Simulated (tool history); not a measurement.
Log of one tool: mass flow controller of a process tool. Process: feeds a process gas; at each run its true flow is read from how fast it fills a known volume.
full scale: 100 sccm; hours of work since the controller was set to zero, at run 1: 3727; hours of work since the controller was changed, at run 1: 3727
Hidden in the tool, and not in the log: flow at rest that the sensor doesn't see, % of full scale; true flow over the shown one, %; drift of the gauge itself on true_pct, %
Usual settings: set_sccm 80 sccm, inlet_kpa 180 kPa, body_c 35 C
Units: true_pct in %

| run | hour | set_sccm | inlet_kpa | body_c | hours of work since the controller was set to zero | hours of work since the controller was changed | true_pct |
|---|---|---|---|---|---|---|---|
| 1 | 0 | 80 | 180 | 35 | 3727 | 3727 | 100.37 |
| 2 | 247.3 | 97 | 180 | 35 | 3824 | 3824 | 100.83 |
| 3 | 423.8 | 97 | 180 | 35 | 3894 | 3894 | 100.87 |
| 4 | 571.3 | 80 | 251 | 35 | 3952 | 3952 | 101.29 |
| 5 | 768.5 | 80 | 251 | 35 | 4029 | 4029 | 101.33 |
| 6 | 935.5 | 80 | 251 | 35 | 4095 | 4095 | 101.37 |
| 7 | 1200.1 | 80 | 251 | 35 | 4199 | 4199 | 101.47 |
| 8 | 1400.5 | 80 | 273 | 35 | 4278 | 4278 | 101.81 |
|  | 1416.5 | controller's zero set anew |
| 9 | 1599 | 80 | 273 | 35 | 72 | 4356 | 101.95 |
| 10 | 1809.7 | 80 | 273 | 35 | 155 | 4439 | 102.02 |
| 11 | 2067.9 | 80 | 242 | 35 | 256 | 4541 | 101.96 |
| 12 | 2188 | 80 | 180 | 35 | 304 | 4588 | 101.63 |
| 13 | 2380.7 | 18 | 180 | 35 | 380 | 4664 | 100.38 |
| 14 | 2561.1 | 80 | 180 | 35 | 451 | 4735 | 101.69 |
| 15 | 2820.1 | 80 | 180 | 35 | 553 | 4837 | 101.82 |
| 16 | 3079.8 | 80 | 180 | 35 | 655 | 4939 | 102.01 |
| 17 | 3266.8 | 80 | 180 | 35 | 728 | 5013 | 102.21 |
| 18 | 3417.8 | 80 | 180 | 35 | 788 | 5072 | 102.18 |
| 19 | 3548.7 | 80 | 180 | 35 | 839 | 5124 | 102.25 |
| 20 | 3728.6 | 80 | 180 | 35 | 910 | 5194 | 102.31 |
| 21 | 3904.9 | 73 | 180 | 35 | 980 | 5264 | 102.24 |
| 22 | 4142.2 | 30 | 180 | 35 | 1073 | 5357 | 101.6 |
| 23 | 4368.7 | 30 | 171 | 35 | 1162 | 5446 | 101.79 |
| 24 | 4610.2 | 30 | 171 | 35 | 1257 | 5541 | 101.8 |
| 25 | 4732.7 | 30 | 171 | 35 | 1306 | 5590 | 101.99 |
| 26 | 4998.8 | 30 | 171 | 35 | 1410 | 5694 | 101.94 |
| 27 | 5139.5 | 30 | 206 | 35 | 1466 | 5750 | 102.36 |
| 28 | 5361.6 | 22 | 144 | 20 | 1553 | 5837 | 100.56 |
| 29 | 5563.4 | 80 | 248 | 35 | 1633 | 5917 | 103.9 |
| 30 | 5782 | 25 | 162 | 38 | 1719 | 6003 | 102.51 |
|  | 5842.8 | gauge calibrated |
| 31 | 5930.2 | 25 | 224 | 38 | 1777 | 6061 | 100.12 |
| 32 | 6155.4 | 11 | 177 | 27 | 1866 | 6150 | 98.63 |
| 33 | 6306.1 | 11 | 177 | 27 | 1925 | 6209 | 98.88 |
| 34 | 6454.2 | 29 | 143 | 27 | 1983 | 6267 | 98.92 |
| 35 | 6567.9 | 29 | 243 | 24 | 2028 | 6312 | 99.48 |
| 36 | 6718.7 | 31 | 151 | 26 | 2087 | 6372 | 99.02 |
| 37 | 6931.3 | 69 | 192 | 21 | 2171 | 6455 | 99.57 |
| 38 | 7189.3 | 64 | 168 | 33 | 2273 | 6557 | 100.38 |
| 39 | 7305.6 | 64 | 168 | 33 | 2318 | 6603 | 100.64 |
| 40 | 7497.4 | 34 | 231 | 23 | 2394 | 6678 | 99.8 |
| 41 | 7708.2 | 34 | 231 | 23 | 2477 | 6761 | 99.92 |
| 42 | 7883.3 | 80 | 244 | 36 | 2546 | 6830 | 102.05 |
| 43 | 8105.5 | 80 | 244 | 36 | 2633 | 6918 | 102.22 |
| 44 | 8224.5 | 27 | 271 | 21 | 2680 | 6964 | 100.21 |
| 45 | 8430.4 | 48 | 150 | 34 | 2761 | 7045 | 100.9 |
| 46 | 8546.6 | 18 | 153 | 31 | 2807 | 7091 | 100.28 |
| 47 | 8797.3 | 18 | 153 | 31 | 2906 | 7190 | 100.37 |

4 ways to go on from here, each from the tool as it stands after run 47. What would each give?
| A | 8980.6 | 34 | 177 | 31 | 2978 | 7262 | ? |
| B | 8980.6 | 80 | 180 | 31 | 2978 | 7262 | ? |
| C | 8980.6 | 80 | 209 | 35 | 2978 | 7262 | ? |
| D | 8980.6 | 12 | 258 | 24 | 2978 | 7262 | ? |

| run | true_pct |
|---|---|
| A | 100.96 |
| B | 101.63 |
| C | 102.28 |
| D | 100.37 |
Without the tool's hidden state the same runs would have given:
| run | true_pct |
|---|---|
| A | 99.39 |
| B | 100.04 |
| C | 100.69 |
| D | 98.83 |
